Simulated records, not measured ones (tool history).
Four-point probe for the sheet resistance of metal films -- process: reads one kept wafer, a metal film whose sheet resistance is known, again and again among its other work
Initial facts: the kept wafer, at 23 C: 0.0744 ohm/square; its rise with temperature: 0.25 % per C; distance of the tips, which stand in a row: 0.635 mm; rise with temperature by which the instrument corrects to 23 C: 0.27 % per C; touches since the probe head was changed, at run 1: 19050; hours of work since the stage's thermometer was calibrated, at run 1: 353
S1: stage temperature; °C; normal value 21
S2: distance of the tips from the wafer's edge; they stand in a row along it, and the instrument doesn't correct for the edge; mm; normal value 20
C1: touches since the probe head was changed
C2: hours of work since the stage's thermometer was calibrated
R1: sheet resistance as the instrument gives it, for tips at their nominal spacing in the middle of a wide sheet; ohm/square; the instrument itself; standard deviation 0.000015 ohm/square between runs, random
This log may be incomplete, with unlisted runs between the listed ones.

run	hour	S1	S2	C1	C2	R1
1	0.0	21	20	19050	353	0.074513
2	17.7	21	20	19432	360	0.074515
3	34.7	21	20	19800	368	0.074509
4	63.9	21	20	20428	380	0.074524
5	86.4	29	20	20914	390	0.074419
6	108.2	29	20	21385	400	0.074413
7	137.9	29	20	22025	413	0.074409
8	164.3	29	20	22595	424	0.074386
# hour 167.6: stage's thermometer calibrated
9	183.1	29	20	22989	7	0.074392
10	208.7	29	20	23542	18	0.074379
11	232.0	21	20	24045	28	0.074457
12	258.1	21	6	24608	40	0.074875
13	271.3	20	6	24894	45	0.074873
# hour 275.3: stage's thermometer calibrated, once more
14	291.1	20	6	25309	7	0.074880
15	318.3	26	25	25897	19	0.074391
16	331.9	18	7	26190	25	0.074788
17	360.1	21	33	26799	37	0.074414
18	383.7	29	60	27306	47	0.074308
19	413.6	18	7	27951	60	0.074755
20	430.5	34	9	28317	68	0.074470
21	448.6	18	8	28708	76	0.074658

What will run 22 give?
22	468.8	18	8	29143	85	?

{"run 22": {"R1": 0.074667}}
Without the tool's hidden state the same run would have given R1 0.074706 ohm/square.
